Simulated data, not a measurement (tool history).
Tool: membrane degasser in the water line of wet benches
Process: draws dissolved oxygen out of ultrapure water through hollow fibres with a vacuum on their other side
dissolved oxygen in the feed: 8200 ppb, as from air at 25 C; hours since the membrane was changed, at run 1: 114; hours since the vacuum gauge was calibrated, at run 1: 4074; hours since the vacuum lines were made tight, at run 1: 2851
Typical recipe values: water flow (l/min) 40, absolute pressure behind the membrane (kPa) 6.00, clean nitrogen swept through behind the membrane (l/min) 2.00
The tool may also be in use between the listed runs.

| run | hour | water flow (l/min) | absolute pressure behind the membrane (kPa) | clean nitrogen swept through behind the membrane (l/min) | hours since the membrane was changed | hours since the vacuum gauge was calibrated | hours since the vacuum lines were made tight | dissolved oxygen in the water behind the degasser (ppb) | pressure that the water loses in the fibres (kPa) |
|---|---|---|---|---|---|---|---|---|---|
| 1 | 0.0 | 40 | 6.00 | 2.00 | 114 | 4074 | 2851 | 125.9 | 61.74 |
| 2 | 33.5 | 40 | 6.00 | 2.00 | 148 | 4108 | 2885 | 125.9 | 61.84 |
| 3 | 100.0 | 40 | 6.00 | 2.00 | 214 | 4174 | 2951 | 126.3 | 61.34 |
| 4 | 161.9 | 26 | 6.00 | 2.00 | 276 | 4236 | 3013 | 84.3 | 40.11 |
| 5 | 230.7 | 40 | 6.00 | 5.56 | 345 | 4305 | 3082 | 50.2 | 61.77 |
| 6 | 282.3 | 40 | 6.00 | 4.52 | 396 | 4357 | 3134 | 60.9 | 61.43 |
| 7 | 352.1 | 40 | 6.00 | 4.52 | 466 | 4427 | 3203 | 60.8 | 61.63 |
| 8 | 384.4 | 40 | 6.00 | 1.24 | 499 | 4459 | 3236 | 187.8 | 61.64 |
| 9 | 440.6 | 47 | 6.00 | 2.00 | 555 | 4515 | 3292 | 144.3 | 72.46 |
| 10 | 474.3 | 40 | 8.45 | 4.69 | 588 | 4549 | 3326 | 107.3 | 61.66 |
| 11 | 536.0 | 27 | 11.65 | 4.69 | 650 | 4610 | 3387 | 117.3 | 41.56 |
| 12 | 572.9 | 30 | 11.65 | 3.99 | 687 | 4647 | 3424 | 151.1 | 46.35 |

Alternative continuations, all from the tool just after run 12; predict every row:
| A | 625.2 | 40 | 6.00 | 5.73 | 739 | 4700 | 3476 | ? | ? |
| B | 625.2 | 62 | 5.44 | 1.14 | 739 | 4700 | 3476 | ? | ? |
| C | 625.2 | 51 | 8.20 | 2.42 | 739 | 4700 | 3476 | ? | ? |

| run | dissolved oxygen in the water behind the degasser (ppb) | pressure that the water loses in the fibres (kPa) |
|---|---|---|
| A | 48.8 | 61.55 |
| B | 230.0 | 95.71 |
| C | 231.9 | 78.40 |
With no hidden state in the tool, these same runs would have given:
| run | dissolved oxygen in the water behind the degasser (ppb) | pressure that the water loses in the fibres (kPa) |
|---|---|---|
| A | 48.8 | 61.54 |
| B | 229.8 | 95.70 |
| C | 231.8 | 78.40 |

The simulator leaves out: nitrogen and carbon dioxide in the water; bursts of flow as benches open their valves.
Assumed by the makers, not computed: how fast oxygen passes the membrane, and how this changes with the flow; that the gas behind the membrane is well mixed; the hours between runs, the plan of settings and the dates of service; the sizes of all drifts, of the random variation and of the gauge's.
